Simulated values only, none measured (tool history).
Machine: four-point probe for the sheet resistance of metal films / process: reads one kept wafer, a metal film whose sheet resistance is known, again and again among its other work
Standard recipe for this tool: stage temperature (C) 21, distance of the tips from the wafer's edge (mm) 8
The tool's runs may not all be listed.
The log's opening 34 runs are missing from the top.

run	hour	stage temperature (C)	distance of the tips from the wafer's edge (mm)	touches since the probe head was changed	hours of work since the stage's thermometer was calibrated	sheet resistance as the instrument gives it (ohm/square)
# hour 1273.5: stage's thermometer calibrated, once more
35	1294.6	26	38	100835	14	11.633336
36	1342.3	28	3	103188	45	11.915000
37	1390.7	21	8	105574	77	11.667225
38	1421.9	31	6	107113	97	11.717748
39	1452.4	31	6	108616	117	11.723064
40	1480.3	31	6	109994	136	11.720526
41	1535.3	25	13	112708	172	11.654436
42	1558.3	27	51	113842	187	11.647298

What does the tool deliver on the next run?
43	1603.3	20	57	116061	216	?

{"run 43": {"sheet resistance as the instrument gives it (ohm/square)": 11.639308}}
Had the tool carried no hidden state, the very same run would have given sheet resistance as the instrument gives it (ohm/square) 11.497469.
